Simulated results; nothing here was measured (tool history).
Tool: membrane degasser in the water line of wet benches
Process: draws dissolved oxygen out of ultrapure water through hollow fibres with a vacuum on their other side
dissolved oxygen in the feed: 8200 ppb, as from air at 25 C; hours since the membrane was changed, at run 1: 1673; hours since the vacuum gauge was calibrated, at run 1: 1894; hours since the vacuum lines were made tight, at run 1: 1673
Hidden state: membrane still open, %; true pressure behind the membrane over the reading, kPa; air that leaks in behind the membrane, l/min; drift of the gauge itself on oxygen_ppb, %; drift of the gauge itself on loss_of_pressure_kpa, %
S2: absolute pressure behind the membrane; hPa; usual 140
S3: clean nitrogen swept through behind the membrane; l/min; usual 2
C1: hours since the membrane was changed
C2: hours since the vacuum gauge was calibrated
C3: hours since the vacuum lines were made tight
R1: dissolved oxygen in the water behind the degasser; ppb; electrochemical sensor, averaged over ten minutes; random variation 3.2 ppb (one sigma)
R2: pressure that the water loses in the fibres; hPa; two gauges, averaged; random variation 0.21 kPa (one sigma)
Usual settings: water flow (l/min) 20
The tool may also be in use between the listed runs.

run 1 hour=0 | water_flow_(l/min)=20 S2=140 S3=2 | C1=1673 C2=1894 C3=1673 | R1=329.8 R2=499
run 2 hour=96.6 | water_flow_(l/min)=20 S2=140 S3=2 | C1=1770 C2=1991 C3=1770 | R1=333.2 R2=499.1
run 3 hour=266.6 | water_flow_(l/min)=20 S2=140 S3=2 | C1=1940 C2=2161 C3=1940 | R1=331.3 R2=497.3
run 4 hour=375.9 | water_flow_(l/min)=20 S2=140 S3=2 | C1=2049 C2=2270 C3=2049 | R1=328.8 R2=498.1
run 5 hour=491.1 | water_flow_(l/min)=20 S2=140 S3=2 | C1=2164 C2=2385 C3=2164 | R1=332.6 R2=501.1
run 6 hour=688.8 | water_flow_(l/min)=20 S2=140 S3=2 | C1=2362 C2=2583 C3=2362 | R1=333.2 R2=498.1
run 7 hour=886.3 | water_flow_(l/min)=20 S2=140 S3=2 | C1=2560 C2=2780 C3=2560 | R1=330.2 R2=495.6
run 8 hour=1036.9 | water_flow_(l/min)=20 S2=140 S3=2 | C1=2710 C2=2931 C3=2710 | R1=335 R2=495.1
run 9 hour=1211.5 | water_flow_(l/min)=20 S2=140 S3=2 | C1=2885 C2=3106 C3=2885 | R1=333.1 R2=494.8
-- hour=1371.6 vacuum gauge calibrated
run 10 hour=1385.3 | water_flow_(l/min)=20 S2=140 S3=4.18 | C1=3058 C2=14 C3=3058 | R1=211 R2=495.8
run 11 hour=1518.6 | water_flow_(l/min)=20 S2=140 S3=4.18 | C1=3191 C2=147 C3=3191 | R1=208.1 R2=496.6
run 12 hour=1684.4 | water_flow_(l/min)=20 S2=140 S3=2 | C1=3357 C2=313 C3=3357 | R1=328.1 R2=491.1
run 13 hour=1861.1 | water_flow_(l/min)=27 S2=85 S3=1.15 | C1=3534 C2=490 C3=3534 | R1=485.4 R2=666.6
run 14 hour=2025.2 | water_flow_(l/min)=13 S2=100 S3=4.15 | C1=3698 C2=654 C3=3698 | R1=65.8 R2=323.3
run 15 hour=2192.4 | water_flow_(l/min)=12 S2=100 S3=3.09 | C1=3865 C2=821 C3=3865 | R1=74 R2=294.3
run 16 hour=2393.8 | water_flow_(l/min)=32 S2=100 S3=1.87 | C1=4067 C2=1022 C3=4067 | R1=601.9 R2=791.5
run 17 hour=2502.9 | water_flow_(l/min)=16 S2=184 S3=1.87 | C1=4176 C2=1131 C3=4176 | R1=336 R2=395.1
run 18 hour=2657 | water_flow_(l/min)=12 S2=140 S3=1.57 | C1=4330 C2=1285 C3=4330 | R1=201.1 R2=298.5
run 19 hour=2868.4 | water_flow_(l/min)=12 S2=140 S3=1.57 | C1=4541 C2=1497 C3=4541 | R1=201.5 R2=296.2
run 20 hour=3060.9 | water_flow_(l/min)=14 S2=98 S3=2 | C1=4734 C2=1689 C3=4734 | R1=128.9 R2=343.6
run 21 hour=3186.1 | water_flow_(l/min)=14 S2=98 S3=2 | C1=4859 C2=1815 C3=4859 | R1=131.1 R2=345.4
run 22 hour=3389.3 | water_flow_(l/min)=30 S2=191 S3=2 | C1=5062 C2=2018 C3=5062 | R1=788.5 R2=737.4
run 23 hour=3484.4 | water_flow_(l/min)=25 S2=140 S3=2 | C1=5157 C2=2113 C3=5157 | R1=481 R2=615.9
run 24 hour=3625.9 | water_flow_(l/min)=13 S2=171 S3=3.56 | C1=5299 C2=2254 C3=5299 | R1=135.9 R2=319.5

Forecast each of these 3 alternatives for the next run:
run A hour=3721.4 | water_flow_(l/min)=13 S2=238 S3=2.56 | C1=5394 C2=2350 C3=5394 | R1=? R2=?
run B hour=3721.4 | water_flow_(l/min)=13 S2=181 S3=3.56 | C1=5394 C2=2350 C3=5394 | R1=? R2=?
run C hour=3721.4 | water_flow_(l/min)=20 S2=88 S3=0.81 | C1=5394 C2=2350 C3=5394 | R1=? R2=?

run=A R1=264 R2=318
run=B R1=144.2 R2=315.3
run=C R1=369.6 R2=492.4
Without the tool's hidden state the same runs would have given:
run=A R1=263.6 R2=322.7
run=B R1=143.9 R2=320
run=C R1=368.9 R2=499.7
